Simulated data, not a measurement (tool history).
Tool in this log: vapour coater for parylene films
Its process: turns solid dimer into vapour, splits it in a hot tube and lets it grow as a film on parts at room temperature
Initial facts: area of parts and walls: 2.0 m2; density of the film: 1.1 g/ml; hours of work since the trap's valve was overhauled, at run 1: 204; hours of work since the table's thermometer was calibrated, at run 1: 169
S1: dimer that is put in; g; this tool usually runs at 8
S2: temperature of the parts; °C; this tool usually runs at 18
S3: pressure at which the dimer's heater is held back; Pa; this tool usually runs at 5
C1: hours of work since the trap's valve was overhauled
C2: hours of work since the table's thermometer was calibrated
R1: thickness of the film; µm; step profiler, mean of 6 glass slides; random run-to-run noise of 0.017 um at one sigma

run   hour  S1  S2     S3   C1   C2    R1
  1      0   8  18      5  204  169  2.24
  2    9.2   8  18      5  212  177  2.24
  3   21.4   8  18      5  222  187  2.25
  4   35.6   8  18      5  234  199  2.27
  5   46.2   8  18      5  243  208  2.25
  6   60.6   8  18   4.33  255  221  2.29
  7     72   8  18   4.33  265  230  2.32
  8     87   8  18   4.33  277  243   2.3
  9   99.8   8  18   4.33  288  254  2.28
 10  113.8   8  18   4.33  300  266  2.28
 11  126.8   8  18   4.33  311  277  2.27
 12  141.1   8  18   4.05  323  289  2.28
 13  148.3   8  11      5  329  295  3.03
 14  157.1   8  18      5  337  302   2.2
 15  165.2   8  18      5  344  309  2.24
 16    175   8  18      5  352  317   2.2
 17  188.5   8  19      5  363  329  2.13
 18  201.4   8  19   2.09  374  340  2.37
 19  215.5  10  18      5  386  352  2.76
 20    224  10  18      5  393  359  2.75
 21  230.5   4  18      5  399  364   1.1
 22    240   8  18      5  407  372  2.22
 23  246.7   4  18      5  412  378  1.11
 24  261.4   4  30      5  425  390  0.63
 25  274.2   7  21  10.47  436  401  1.49
 26  286.7   7  12   2.33  446  412  2.83
 27  301.2   6  11   7.29  459  424  2.13
 28  315.6   8  13   3.11  471  436  2.94
 29  325.6   7  26   3.11  479  445  1.43
 30  332.9   8  18   3.74  485  451  2.27
 31  341.5   8  18   3.74  493  458  2.29
 32    353   8  18   3.74  502  468  2.29
 33  366.6   8  18   2.99  514  479  2.36
 34  373.4   8  18   2.99  520  485  2.39
 35  385.1   8  18   2.99  530  495  2.34
 36  392.6   6  12      5  536  501  2.17
 37  407.7   3  26      5  549  514  0.57
 38  417.4   3  26      5  557  522  0.57
 39  426.7   3  26      5  565  530  0.55
 40    434   3  11      5  571  536  1.08
 41  447.3   8  18   4.06  582  548  2.24
 42  453.6   4  12   9.61  587  553  1.26
 43  462.7  13  12   7.46  595  561  4.33

Run 44 comes next. What will it give?
 44  477.1   7  18  3.07  607  573   ?

Run 44 came out at R1 2.02 µm.
Minus the tool's unlogged condition, the same run would have read R1 2.16 µm.
